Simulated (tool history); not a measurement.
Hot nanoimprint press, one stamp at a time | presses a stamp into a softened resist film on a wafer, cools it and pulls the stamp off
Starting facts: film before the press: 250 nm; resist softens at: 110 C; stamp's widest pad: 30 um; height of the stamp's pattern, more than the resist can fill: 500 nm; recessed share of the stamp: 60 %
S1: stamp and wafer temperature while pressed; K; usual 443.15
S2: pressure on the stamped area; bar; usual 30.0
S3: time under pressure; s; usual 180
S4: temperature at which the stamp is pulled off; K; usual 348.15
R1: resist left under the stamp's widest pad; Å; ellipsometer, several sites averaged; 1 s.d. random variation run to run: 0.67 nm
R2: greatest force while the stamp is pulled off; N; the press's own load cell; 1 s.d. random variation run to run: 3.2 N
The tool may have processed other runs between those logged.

run,hour,S1,S2,S3,S4,R1,R2
1,0.0,443.15,30.0,180,348.15,1224,232
2,8.7,443.15,30.0,180,348.15,1224,230
3,17.3,443.15,30.0,180,348.15,1238,236
4,26.5,443.15,30.0,180,348.15,1231,236
5,39.6,443.15,30.0,180,348.15,1234,246
6,50.6,443.15,30.0,180,348.15,1239,242
7,62.5,443.15,30.0,180,348.15,1234,247
8,71.1,443.15,30.0,180,348.15,1231,250
9,82.2,443.15,36.0,180,348.15,1155,257
10,90.1,443.15,36.0,180,348.15,1158,250
# hour 94.2: plate thermocouple calibrated
11,100.9,443.15,36.0,180,348.15,1162,252
12,108.3,443.15,30.0,180,348.15,1251,256
13,119.0,443.15,30.0,180,348.15,1257,267
14,127.5,443.15,30.0,180,348.15,1262,259
15,133.9,443.15,30.0,180,348.15,1256,265
# hour 141.8: plate thermocouple calibrated, once more
16,144.2,450.15,30.0,180,348.15,859,266
17,155.1,450.15,30.0,180,348.15,853,261
18,167.7,450.15,30.0,180,340.15,847,289
19,176.2,436.15,33.8,93,355.15,1830,241
20,185.7,443.15,39.7,180,347.15,1032,273
21,199.8,435.15,33.2,180,343.15,1577,287
# hour 211.6: stamp cleaned and given a new release coat
22,215.6,452.15,26.8,135,348.15,939,156
23,228.3,442.15,18.5,145,354.15,1564,148
24,242.2,454.15,22.8,180,345.15,832,163
25,254.4,454.15,22.8,180,345.15,819,162
26,261.3,454.15,22.8,180,345.15,831,172
27,274.4,454.15,18.9,180,342.15,902,172
28,281.6,454.15,35.5,180,338.15,669,187
29,293.7,454.15,19.1,180,338.15,894,190
30,305.8,454.15,19.1,180,338.15,889,195
31,315.4,448.15,39.5,158,348.15,880,169

Hidden state or all else? Some run-to-run changes of R1, split into what the settings, what came in and random variation would give without the hidden state, and what is left for the hidden state (with any gauge scatter that isn't in both results):
What the log doesn't record here: true temperature over the reading, C; pressure that arrives at the usual setting, %; grip of the stamp's worn release coat, % over a new coat's; drift of the gauge itself on residual_nm, %; drift of the gauge itself on pull_off_n, %.
Run 10 -> 11: plate thermocouple calibrated. R1 +4 Å: hidden state +11, all else -7.
Run 15 -> 16: S1 443.15 -> 450.15, plate thermocouple calibrated, once more. R1 -397 Å: hidden state -88, all else -309.
Run 18 -> 19: S1 450.15 -> 436.15, S2 30.0 -> 33.8, S3 180 -> 93, S4 340.15 -> 355.15. R1 +983 Å: hidden state +0, all else +983.
Run 19 -> 20: S1 436.15 -> 443.15, S2 33.8 -> 39.7, S3 93 -> 180, S4 355.15 -> 347.15. R1 -798 Å: hidden state +4, all else -802.
Run 23 -> 24: S1 442.15 -> 454.15, S2 18.5 -> 22.8, S3 145 -> 180, S4 354.15 -> 345.15. R1 -732 Å: hidden state +2, all else -734.
Run 30 -> 31: S1 454.15 -> 448.15, S2 19.1 -> 39.5, S3 180 -> 158, S4 338.15 -> 348.15. R1 -9 Å: hidden state +6, all else -15.
